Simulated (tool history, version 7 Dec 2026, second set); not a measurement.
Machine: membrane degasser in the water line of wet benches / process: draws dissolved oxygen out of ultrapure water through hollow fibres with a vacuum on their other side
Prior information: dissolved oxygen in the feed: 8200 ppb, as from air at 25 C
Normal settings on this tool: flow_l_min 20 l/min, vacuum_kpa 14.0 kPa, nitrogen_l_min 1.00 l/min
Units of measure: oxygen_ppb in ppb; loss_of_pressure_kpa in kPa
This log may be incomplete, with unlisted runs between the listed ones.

run    hour  flow_l_min  vacuum_kpa  nitrogen_l_min  oxygen_ppb  loss_of_pressure_kpa
  1     0.0          20        14.0            1.00       548.4                 42.85
  2   140.7          20        14.0            1.00       547.0                 42.97
  3   206.5          20        14.0            1.00       548.1                 42.63
  4   284.3          20        14.0            0.47       921.3                 42.80
  5   428.3          20        14.0            0.47       927.7                 42.65
  6   515.9          20        14.0            0.47       922.6                 42.80
  7   614.7          21        14.0            1.00       580.7                 44.81
  8   772.1          21        14.0            1.00       577.5                 45.10
  9   859.5          20        14.0            1.42       430.5                 43.13
 10   964.3          20        14.0            1.42       434.7                 42.73
 11  1062.6          20        14.0            1.42       433.6                 43.08
 12  1211.5          20        14.0            1.09       519.4                 42.91
 13  1278.2          20        14.0            1.09       520.4                 42.85
 14  1428.7          20        14.0            1.09       521.8                 43.09
 15  1575.8          20        14.0            1.09       525.9                 43.13
 16  1716.6          20        14.0            1.09       523.7                 43.12
 17  1788.0          20        14.0            1.09       523.6                 42.70
 18  1940.8          22        27.0            2.85       532.5                 47.72
 19  2024.9          22        27.0            2.85       537.4                 47.34
 20  2104.0          22        14.0            0.63       833.2                 47.29
 21  2207.2          22        14.0            0.63       841.4                 47.45
 22  2347.9          20        14.0            0.99       564.9                 43.15
 23  2496.0          20        14.0            0.99       563.4                 43.21
 24  2635.1          32        14.0            0.99       871.8                 69.50
 25  2760.6          31        20.4            1.00      1182.8                 66.62
 26  2849.7          31        20.4            1.61       877.0                 67.38
 27  2992.4          20         9.8            0.52       580.1                 43.63
 28  3098.9          20         9.8            0.52       575.4                 43.51
 29  3249.3          29         9.8            0.43       903.2                 62.93

Removed from this log: 1 entry logged between the listed runs. Between which two listed runs does each belong, and how does the tool's hidden state at the listed run before it compare with that at the listed run after it?
From run 23 to run 24: vacuum gauge calibrated (hour 2540.1)
  membrane still open, %: 98.1 -> 98; true pressure behind the membrane over the reading, kPa: 0.21 -> 0; air that leaks in behind the membrane, l/min: 0.0138 -> 0.0141
  what was measured, less what the result would be without the hidden state, oxygen_ppb: +20.2 -> +15.8 ppb; loss_of_pressure_kpa: +0.83 -> +1.38 kPa
